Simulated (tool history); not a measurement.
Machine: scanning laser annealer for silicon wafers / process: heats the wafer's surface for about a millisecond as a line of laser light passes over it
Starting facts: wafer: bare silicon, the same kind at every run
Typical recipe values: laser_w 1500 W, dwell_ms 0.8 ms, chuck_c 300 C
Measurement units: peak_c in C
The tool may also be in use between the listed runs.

run	hour	laser_w	dwell_ms	chuck_c	peak_c
1	0	1500	0.8	300	1059
2	37	1368	0.8	300	997
3	67.7	1419	0.8	300	1018
4	120.2	1419	0.8	300	1021
5	143.3	1419	0.8	300	1018
6	198.5	1419	0.8	300	1015
7	242.3	1500	0.8	300	1051
8	281.5	1500	0.8	300	1052
9	330.4	1500	0.8	300	1051
10	358.5	1500	0.8	300	1051
11	392.1	1500	0.8	300	1047
12	438.8	1500	0.8	300	1047
13	487.5	1500	0.8	300	1047
# hour 501.1: optics aligned, line set to its width
14	522.1	1500	0.8	300	1053
15	572.1	1500	0.8	300	1052
16	604.8	1500	0.8	300	1050
# hour 632.2: window over the wafer cleaned
17	660.2	1500	0.8	300	1018
18	712.8	1500	0.8	300	1017
19	749.7	1631	0.8	300	1077
20	792.5	1539	0.8	300	1033
21	819.2	1500	0.8	289	1004
22	842.3	1500	0.8	289	1005
23	868.7	1445	0.869	289	1010
# hour 911.8: window over the wafer cleaned, once more
24	911.8	1445	0.869	289	1093
25	958.8	1617	0.653	300	1058
26	982.7	1374	0.873	300	1063
27	1005	1500	0.733	261	1010
28	1032.7	1360	0.69	327	989
29	1069.7	1400	0.663	327	993
30	1105.5	1452	0.832	328	1109
31	1138.3	1452	0.832	328	1109
32	1177.1	1619	0.8	309	1155
33	1223.7	1500	0.886	300	1129
34	1273.1	1606	0.864	328	1200
35	1298.3	1629	0.697	296	1074
36	1333.5	1629	0.697	340	1121
37	1358.5	1647	0.673	265	1036
38	1390.4	1647	0.673	265	1033
39	1425.6	1647	0.673	265	1034
40	1476.3	1327	0.653	320	938
41	1516.8	1528	0.967	338	1220

Some steps in peak_c, run to run, broken into two amounts with sign: the step expected even without the hidden condition (settings, incoming material, random variation), and the rest, left for the hidden condition together with whatever gauge scatter is not in both the measured and the hidden-condition-free result:
The hidden state here: light that passes the window, % of a clean one's; laser's true power over the reading, %; width of the line over the set one, %; drift of the gauge itself on peak_c, C.
Run 16 -> 17: window over the wafer cleaned. peak_c -32 C: hidden state -32, all else +0.
Run 23 -> 24: window over the wafer cleaned, once more. peak_c +83 C: hidden state +78, all else +5.
Run 29 -> 30: laser_w 1400 -> 1452, dwell_ms 0.663 -> 0.832, chuck_c 327 -> 328. peak_c +116 C: hidden state -3, all else +119.
Run 34 -> 35: laser_w 1606 -> 1629, dwell_ms 0.864 -> 0.697, chuck_c 328 -> 296. peak_c -126 C: hidden state +2, all else -128.
Run 40 -> 41: laser_w 1327 -> 1528, dwell_ms 0.653 -> 0.967, chuck_c 320 -> 338. peak_c +282 C: hidden state -9, all else +291.

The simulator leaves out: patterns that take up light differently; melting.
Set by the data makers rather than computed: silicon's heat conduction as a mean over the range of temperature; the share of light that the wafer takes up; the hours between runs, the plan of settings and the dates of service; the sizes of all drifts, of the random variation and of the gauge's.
